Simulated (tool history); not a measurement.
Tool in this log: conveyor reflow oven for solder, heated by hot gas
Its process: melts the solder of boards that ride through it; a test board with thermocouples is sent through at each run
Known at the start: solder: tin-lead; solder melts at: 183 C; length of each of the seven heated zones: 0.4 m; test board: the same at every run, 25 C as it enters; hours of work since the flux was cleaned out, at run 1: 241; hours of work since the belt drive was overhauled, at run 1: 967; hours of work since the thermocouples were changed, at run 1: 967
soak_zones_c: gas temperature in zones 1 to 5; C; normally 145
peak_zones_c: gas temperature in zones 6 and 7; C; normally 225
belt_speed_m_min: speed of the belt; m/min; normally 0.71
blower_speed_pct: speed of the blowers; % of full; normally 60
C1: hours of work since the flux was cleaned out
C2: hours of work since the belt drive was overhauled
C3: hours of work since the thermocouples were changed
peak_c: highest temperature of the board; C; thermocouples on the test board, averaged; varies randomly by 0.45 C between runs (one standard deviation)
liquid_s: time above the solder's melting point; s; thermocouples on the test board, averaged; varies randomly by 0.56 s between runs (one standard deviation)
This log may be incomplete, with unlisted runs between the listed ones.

{"run": 1, "hour": 0.0, "soak_zones_c": 145, "peak_zones_c": 225, "belt_speed_m_min": 0.71, "blower_speed_pct": 60, "C1": 241, "C2": 967, "C3": 967, "peak_c": 205.7, "liquid_s": 41.5}
{"run": 2, "hour": 73.3, "soak_zones_c": 145, "peak_zones_c": 225, "belt_speed_m_min": 0.71, "blower_speed_pct": 60, "C1": 285, "C2": 1011, "C3": 1011, "peak_c": 205.1, "liquid_s": 42.2}
{"run": 3, "hour": 145.9, "soak_zones_c": 145, "peak_zones_c": 225, "belt_speed_m_min": 0.76, "blower_speed_pct": 60, "C1": 328, "C2": 1054, "C3": 1054, "peak_c": 203.1, "liquid_s": 36.6}
{"run": 4, "hour": 217.1, "soak_zones_c": 135, "peak_zones_c": 225, "belt_speed_m_min": 0.76, "blower_speed_pct": 60, "C1": 370, "C2": 1096, "C3": 1096, "peak_c": 199.7, "liquid_s": 30.5}
{"run": 5, "hour": 282.1, "soak_zones_c": 135, "peak_zones_c": 225, "belt_speed_m_min": 0.702, "blower_speed_pct": 60, "C1": 409, "C2": 1135, "C3": 1135, "peak_c": 204.1, "liquid_s": 37.5}
{"run": 6, "hour": 370.7, "soak_zones_c": 135, "peak_zones_c": 225, "belt_speed_m_min": 0.702, "blower_speed_pct": 60, "C1": 462, "C2": 1188, "C3": 1188, "peak_c": 203.1, "liquid_s": 36.9}
{"hour": 433.9, "done": "flux residue cleaned out of gas plates and filters"}
{"run": 7, "hour": 458.1, "soak_zones_c": 154, "peak_zones_c": 225, "belt_speed_m_min": 0.666, "blower_speed_pct": 86, "C1": 14, "C2": 1237, "C3": 1237, "peak_c": 214.6, "liquid_s": 59.8}
{"run": 8, "hour": 530.5, "soak_zones_c": 141, "peak_zones_c": 225, "belt_speed_m_min": 0.666, "blower_speed_pct": 90, "C1": 58, "C2": 1280, "C3": 1280, "peak_c": 214.4, "liquid_s": 54.4}
{"run": 9, "hour": 597.6, "soak_zones_c": 141, "peak_zones_c": 225, "belt_speed_m_min": 0.666, "blower_speed_pct": 90, "C1": 98, "C2": 1320, "C3": 1320, "peak_c": 214.2, "liquid_s": 53.3}
{"run": 10, "hour": 652.1, "soak_zones_c": 141, "peak_zones_c": 225, "belt_speed_m_min": 0.666, "blower_speed_pct": 90, "C1": 130, "C2": 1353, "C3": 1353, "peak_c": 214.9, "liquid_s": 53.9}
{"run": 11, "hour": 748.4, "soak_zones_c": 145, "peak_zones_c": 237, "belt_speed_m_min": 0.635, "blower_speed_pct": 60, "C1": 188, "C2": 1410, "C3": 1410, "peak_c": 218.7, "liquid_s": 60.6}

Predict each of these 4 candidate next runs independently; none follows another, all start after run 11:
{"run": "A", "hour": 818.5, "soak_zones_c": 152, "peak_zones_c": 225, "belt_speed_m_min": 0.71, "blower_speed_pct": 60, "C1": 229, "C2": 1452, "C3": 1452, "peak_c": "?", "liquid_s": "?"}
{"run": "B", "hour": 818.5, "soak_zones_c": 145, "peak_zones_c": 224, "belt_speed_m_min": 0.822, "blower_speed_pct": 55, "C1": 229, "C2": 1452, "C3": 1452, "peak_c": "?", "liquid_s": "?"}
{"run": "C", "hour": 818.5, "soak_zones_c": 141, "peak_zones_c": 239, "belt_speed_m_min": 0.71, "blower_speed_pct": 70, "C1": 229, "C2": 1452, "C3": 1452, "peak_c": "?", "liquid_s": "?"}
{"run": "D", "hour": 818.5, "soak_zones_c": 145, "peak_zones_c": 225, "belt_speed_m_min": 0.71, "blower_speed_pct": 73, "C1": 229, "C2": 1452, "C3": 1452, "peak_c": "?", "liquid_s": "?"}

run=A peak_c=206.6 liquid_s=47.7
run=B peak_c=196.7 liquid_s=26.9
run=C peak_c=219.1 liquid_s=52.2
run=D peak_c=210.2 liquid_s=46.9
Take away the tool's hidden state, keep each run's random variation, and the runs would have read:
run=A peak_c=206.7 liquid_s=47.8
run=B peak_c=196.8 liquid_s=27
run=C peak_c=219.2 liquid_s=52.2
run=D peak_c=210.3 liquid_s=47
